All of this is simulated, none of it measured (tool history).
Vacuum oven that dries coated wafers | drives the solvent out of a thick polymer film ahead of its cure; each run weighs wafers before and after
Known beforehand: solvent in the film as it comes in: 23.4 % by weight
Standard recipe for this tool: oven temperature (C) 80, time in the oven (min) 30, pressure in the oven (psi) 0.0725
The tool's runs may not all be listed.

run	hour	oven temperature (C)	time in the oven (min)	pressure in the oven (psi)	solvent left in the film (%)
1	0.0	80	30	0.0725	4.23
2	8.6	80	30	0.0725	4.27
3	17.9	80	30	0.0725	4.33
4	28.6	80	30	0.0725	4.39
5	37.1	80	30	0.0725	4.34
6	42.3	89	30	0.0725	1.59
7	50.5	80	30	0.1553	4.38
8	58.6	80	30	0.1553	4.44
9	69.7	80	30	0.1553	4.42
10	77.0	80	30	0.0725	4.34
11	88.1	89	50	0.0364	0.41
12	94.9	80	15	0.1062	9.06
13	103.6	89	19	0.2104	4.03
14	111.6	83	35	0.0396	2.46
15	116.9	83	35	0.0396	2.35
16	126.9	83	35	0.0396	2.38
17	137.4	83	35	0.0396	2.40
18	146.1	83	35	0.0396	2.39
19	151.3	75	41	0.2454	4.64
20	162.2	70	41	0.2454	6.62

What would each run have given without the hidden state, its run-to-run variation left as it was?
Unlogged tool condition in this case: true wafer temperature over the reading, C; true pressure over the reading, kPa; drift of the gauge itself on solvent_pct, %.
run	solvent left in the film (%)
1	4.05
2	4.10
3	4.16
4	4.21
5	4.17
6	1.48
7	4.22
8	4.27
9	4.25
10	4.18
11	0.35
12	8.91
13	3.90
14	2.34
15	2.23
16	2.26
17	2.28
18	2.27
19	4.48
20	6.46
